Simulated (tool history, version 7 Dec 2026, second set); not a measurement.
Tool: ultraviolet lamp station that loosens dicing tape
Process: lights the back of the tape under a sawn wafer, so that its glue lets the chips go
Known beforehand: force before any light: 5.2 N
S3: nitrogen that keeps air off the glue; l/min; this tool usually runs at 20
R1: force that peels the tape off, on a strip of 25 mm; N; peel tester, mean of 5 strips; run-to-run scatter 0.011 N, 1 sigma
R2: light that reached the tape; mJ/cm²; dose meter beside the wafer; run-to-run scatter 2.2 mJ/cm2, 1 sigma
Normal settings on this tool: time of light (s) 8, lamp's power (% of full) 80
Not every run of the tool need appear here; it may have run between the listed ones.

run 1 hour=0.0 | time_of_light_(s)=8 lamp's_power_(%_of_full)=80 S3=20 | R1=0.525 R2=187
run 2 hour=45.2 | time_of_light_(s)=8 lamp's_power_(%_of_full)=80 S3=20 | R1=0.556 R2=185
run 3 hour=121.3 | time_of_light_(s)=8 lamp's_power_(%_of_full)=80 S3=20 | R1=0.579 R2=180
run 4 hour=157.7 | time_of_light_(s)=8 lamp's_power_(%_of_full)=80 S3=20 | R1=0.578 R2=177
run 5 hour=193.6 | time_of_light_(s)=8 lamp's_power_(%_of_full)=80 S3=20 | R1=0.603 R2=181
run 6 hour=249.4 | time_of_light_(s)=8 lamp's_power_(%_of_full)=80 S3=20 | R1=0.586 R2=178
run 7 hour=302.6 | time_of_light_(s)=8 lamp's_power_(%_of_full)=80 S3=20 | R1=0.641 R2=179
run 8 hour=351.3 | time_of_light_(s)=8 lamp's_power_(%_of_full)=80 S3=20 | R1=0.622 R2=175
run 9 hour=424.3 | time_of_light_(s)=8 lamp's_power_(%_of_full)=80 S3=20 | R1=0.667 R2=173
run 10 hour=500.0 | time_of_light_(s)=8 lamp's_power_(%_of_full)=80 S3=20 | R1=0.677 R2=168
-- hour=504.0 window cleaned of glue's vapour
run 11 hour=547.3 | time_of_light_(s)=11 lamp's_power_(%_of_full)=80 S3=20 | R1=0.448 R2=216
run 12 hour=586.3 | time_of_light_(s)=11 lamp's_power_(%_of_full)=80 S3=20 | R1=0.428 R2=212
-- hour=635.4 window cleaned of glue's vapour, once more
run 13 hour=635.4 | time_of_light_(s)=11 lamp's_power_(%_of_full)=80 S3=20 | R1=0.350 R2=245
run 14 hour=672.0 | time_of_light_(s)=13 lamp's_power_(%_of_full)=80 S3=20 | R1=0.271 R2=285
run 15 hour=709.0 | time_of_light_(s)=13 lamp's_power_(%_of_full)=80 S3=20 | R1=0.275 R2=282
run 16 hour=741.7 | time_of_light_(s)=8 lamp's_power_(%_of_full)=80 S3=8 | R1=0.976 R2=172
run 17 hour=772.8 | time_of_light_(s)=11 lamp's_power_(%_of_full)=83 S3=8 | R1=0.556 R2=244
run 18 hour=841.6 | time_of_light_(s)=9 lamp's_power_(%_of_full)=80 S3=20 | R1=0.544 R2=193
run 19 hour=901.4 | time_of_light_(s)=9 lamp's_power_(%_of_full)=80 S3=20 | R1=0.532 R2=187
run 20 hour=955.6 | time_of_light_(s)=12 lamp's_power_(%_of_full)=81 S3=20 | R1=0.330 R2=252
run 21 hour=1019.5 | time_of_light_(s)=5 lamp's_power_(%_of_full)=78 S3=23 | R1=1.380 R2=101
run 22 hour=1092.3 | time_of_light_(s)=5 lamp's_power_(%_of_full)=95 S3=23 | R1=1.130 R2=118
run 23 hour=1153.5 | time_of_light_(s)=8 lamp's_power_(%_of_full)=80 S3=24 | R1=0.694 R2=153
run 24 hour=1229.1 | time_of_light_(s)=9 lamp's_power_(%_of_full)=80 S3=9 | R1=0.907 R2=176
run 25 hour=1298.9 | time_of_light_(s)=9 lamp's_power_(%_of_full)=80 S3=9 | R1=0.935 R2=172
run 26 hour=1330.6 | time_of_light_(s)=9 lamp's_power_(%_of_full)=80 S3=9 | R1=0.926 R2=168
run 27 hour=1368.2 | time_of_light_(s)=9 lamp's_power_(%_of_full)=80 S3=9 | R1=0.967 R2=166
run 28 hour=1402.7 | time_of_light_(s)=4 lamp's_power_(%_of_full)=68 S3=16 | R1=2.405 R2=63
run 29 hour=1448.7 | time_of_light_(s)=8 lamp's_power_(%_of_full)=71 S3=20 | R1=1.013 R2=131
run 30 hour=1516.0 | time_of_light_(s)=12 lamp's_power_(%_of_full)=100 S3=20 | R1=0.299 R2=269
-- hour=1563.6 window cleaned of glue's vapour
run 31 hour=1592.2 | time_of_light_(s)=12 lamp's_power_(%_of_full)=88 S3=19 | R1=0.286 R2=270

Forecast each of these 4 alternatives for the next run:
run A hour=1639.3 | time_of_light_(s)=14 lamp's_power_(%_of_full)=88 S3=6 | R1=? R2=?
run B hour=1639.3 | time_of_light_(s)=15 lamp's_power_(%_of_full)=88 S3=19 | R1=? R2=?
run C hour=1639.3 | time_of_light_(s)=16 lamp's_power_(%_of_full)=94 S3=6 | R1=? R2=?
run D hour=1639.3 | time_of_light_(s)=14 lamp's_power_(%_of_full)=75 S3=8 | R1=? R2=?

run=A R1=0.396 R2=307
run=B R1=0.220 R2=333
run=C R1=0.278 R2=377
run=D R1=0.450 R2=263
Without the tool's hidden state the same runs would have given:
run=A R1=0.275 R2=385
run=B R1=0.184 R2=416
run=C R1=0.210 R2=472
run=D R1=0.306 R2=328

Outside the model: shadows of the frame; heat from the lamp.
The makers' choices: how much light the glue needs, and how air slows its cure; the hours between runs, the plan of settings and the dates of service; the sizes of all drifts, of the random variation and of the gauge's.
